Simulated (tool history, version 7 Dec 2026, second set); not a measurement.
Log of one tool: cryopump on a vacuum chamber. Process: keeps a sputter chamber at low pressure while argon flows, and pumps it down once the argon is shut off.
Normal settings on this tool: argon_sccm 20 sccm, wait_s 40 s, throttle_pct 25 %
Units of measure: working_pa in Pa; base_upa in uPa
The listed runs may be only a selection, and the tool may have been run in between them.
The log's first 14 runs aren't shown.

run,hour,argon_sccm,wait_s,throttle_pct,hours of work since the pump was warmed up and emptied,hours of work since the cold head was overhauled,hours of work since the chamber's fittings were tightened,working_pa,base_upa
15,201,20,40,34,155,155,1850,0.1031,2.58
16,212.2,20,40,34,160,160,1855,0.1019,2.56
17,226.9,11,40,25,167,167,1862,0.0748,2.58
18,237,20,251,25,172,172,1867,0.1368,1.82
19,247.2,20,251,25,177,177,1872,0.1378,1.74
20,267.5,20,61,34,187,187,1881,0.1013,2.33
21,280.7,20,61,34,193,193,1888,0.1001,2.3
22,291.4,21,128,16,198,198,1893,0.2225,2.01
23,307.2,21,128,16,206,206,1900,0.2259,2.05
24,322,21,128,18,213,213,1908,0.2003,1.98
25,331.5,21,128,18,217,217,1912,0.2005,2.01
26,346.1,14,65,50,224,224,1919,0.0498,2.27
27,360,14,65,50,231,231,1926,0.0502,2.3
28,373.6,20,119,60,238,238,1932,0.059,2.1
29,392.1,20,119,60,246,246,1941,0.0593,2.18
30,411.6,14,62,39,256,256,1950,0.0628,2.43
31,429.5,20,264,28,264,264,1959,0.1249,1.93
32,440.6,8,57,28,270,270,1964,0.0501,2.47
33,454.5,16,57,27,276,276,1971,0.1038,2.52
34,472.3,21,109,18,285,285,1979,0.2024,2.14
35,491,35,172,23,294,294,1988,0.2641,1.98

Alternative continuations, all from the tool just after run 35; predict every row:
A,504.8,16,235,29,300,300,1995,?,?
B,504.8,12,172,23,300,300,1995,?,?
C,504.8,24,40,53,300,300,1995,?,?

run,working_pa,base_upa
A,0.0971,1.97
B,0.09,2.05
C,0.081,2.77
With the hidden condition removed and each run's random variation left untouched, the same runs would have given:
run,working_pa,base_upa
A,0.0934,0.45
B,0.0872,0.51
C,0.0756,1.25

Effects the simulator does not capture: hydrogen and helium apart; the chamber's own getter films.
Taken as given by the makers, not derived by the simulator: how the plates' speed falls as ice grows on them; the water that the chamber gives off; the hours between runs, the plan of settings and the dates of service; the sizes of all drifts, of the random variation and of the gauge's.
